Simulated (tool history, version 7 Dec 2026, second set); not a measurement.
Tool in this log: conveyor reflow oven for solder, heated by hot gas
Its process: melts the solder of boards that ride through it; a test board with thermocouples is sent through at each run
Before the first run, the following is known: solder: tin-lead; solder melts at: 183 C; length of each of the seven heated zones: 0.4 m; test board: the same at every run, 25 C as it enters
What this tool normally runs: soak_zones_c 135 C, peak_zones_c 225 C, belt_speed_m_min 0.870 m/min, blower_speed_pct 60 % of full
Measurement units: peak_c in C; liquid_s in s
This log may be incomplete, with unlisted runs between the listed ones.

run     day  soak_zones_c  peak_zones_c  belt_speed_m_min  blower_speed_pct  peak_c  liquid_s
  1   0.000           135           225             0.870                60   204.1      30.6
  2   0.525           120           225             0.870                60   200.5      23.5
  3   1.117           120           225             0.870                60   200.5      23.8
  4   1.596           120           225             0.870                60   200.2      23.5
  5   2.192           120           225             0.870                60   200.1      24.0
  6   2.775           135           225             0.870                72   206.3      32.6
  7   3.438           135           225             0.870                72   205.8      32.6
  8   4.175           135           225             0.870                72   205.9      32.3
  9   4.783           147           225             0.870                60   206.2      35.4
 10   5.125           147           225             0.870                62   206.8      35.8
 11   5.692           135           225             0.952                68   201.8      25.4
 12   6.504           133           229             0.746                68   212.9      43.9
 13   7.121           135           223             0.870                60   201.4      27.6
      8.067  -- flux residue cleaned out of gas plates and filters
 14   8.117           148           225             0.775                60   211.3      45.8
 15   8.546           148           225             0.775                60   211.2      45.8
 16   9.275           135           225             0.904                67   205.3      30.8
 17  10.067           125           225             1.038                58   194.6      14.5
 18  10.821           125           225             1.038                58   194.7      14.2
 19  11.375           140           227             0.931                84   209.9      34.4

Forecast each of these 5 alternatives for the next run:
  A  11.908           132           225             0.931                60       ?         ?
  B  11.908           140           218             0.950                84       ?         ?
  C  11.908           138           214             0.870                85       ?         ?
  D  11.908           141           225             0.931                59       ?         ?
  E  11.908           129           227             0.931                72       ?         ?

run  peak_c  liquid_s
  A   201.3      25.5
  B   201.8      27.2
  C   200.7      29.5
  D   203.5      28.4
  E   205.0      27.4
Without the tool's hidden state the same runs would have given:
run  peak_c  liquid_s
  A   200.9      25.1
  B   201.4      26.9
  C   200.2      29.0
  D   203.1      28.0
  E   204.7      27.1

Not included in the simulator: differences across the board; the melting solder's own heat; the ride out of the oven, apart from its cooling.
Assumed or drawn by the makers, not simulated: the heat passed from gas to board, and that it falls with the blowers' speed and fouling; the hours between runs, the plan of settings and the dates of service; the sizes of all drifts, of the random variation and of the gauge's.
